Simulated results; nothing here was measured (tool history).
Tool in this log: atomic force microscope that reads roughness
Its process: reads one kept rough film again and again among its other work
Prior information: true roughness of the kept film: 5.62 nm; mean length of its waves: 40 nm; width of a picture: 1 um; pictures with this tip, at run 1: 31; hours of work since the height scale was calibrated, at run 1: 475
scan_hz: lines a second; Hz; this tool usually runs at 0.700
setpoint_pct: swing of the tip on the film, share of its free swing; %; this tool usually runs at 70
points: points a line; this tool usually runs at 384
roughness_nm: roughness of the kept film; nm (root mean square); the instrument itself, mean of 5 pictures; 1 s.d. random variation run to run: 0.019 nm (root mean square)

run   hour  scan_hz  setpoint_pct  points  pictures with this tip  hours of work since the height scale was calibrated  roughness_nm
  1    0.0    0.700            70     384                      31                                                  475         4.764
  2   25.1    0.700            60     384                      57                                                  486         4.760
  3   60.1    0.700            70     680                      92                                                  502         4.746
  4   78.4    0.700            70     384                     111                                                  510         4.707
      94.5  -- new tip fitted
  5  108.0    0.700            70     384                      13                                                  523         4.719
  6  134.4    0.700            70     384                      40                                                  534         4.727
  7  152.0    0.700            80     952                      58                                                  542         4.596
  8  174.2    1.833            65     689                      81                                                  552         4.575
  9  200.5    2.114            84     455                     108                                                  564         3.870
     219.7  -- new tip fitted
 10  225.6    3.101            65     384                       6                                                  575         4.299
 11  246.2    3.101            65     419                      27                                                  584         4.282
 12  281.9    3.101            63     419                      63                                                  599         4.355

Consider 4 possible next runs. They are alternatives, not a sequence: every one starts from the tool as it was left by run 12. What does each give?
  A  317.9    3.641            70     384                     100                                                  615             ?
  B  317.9    0.741            75     419                     100                                                  615             ?
  C  317.9    0.741            57     713                     100                                                  615             ?
  D  317.9    3.536            63     419                     100                                                  615             ?

run  roughness_nm
  A         4.010
  B         4.634
  C         4.809
  D         4.333
Take away the tool's hidden state, keep each run's random variation, and the runs would have read:
run  roughness_nm
  A         4.015
  B         4.640
  C         4.815
  D         4.339

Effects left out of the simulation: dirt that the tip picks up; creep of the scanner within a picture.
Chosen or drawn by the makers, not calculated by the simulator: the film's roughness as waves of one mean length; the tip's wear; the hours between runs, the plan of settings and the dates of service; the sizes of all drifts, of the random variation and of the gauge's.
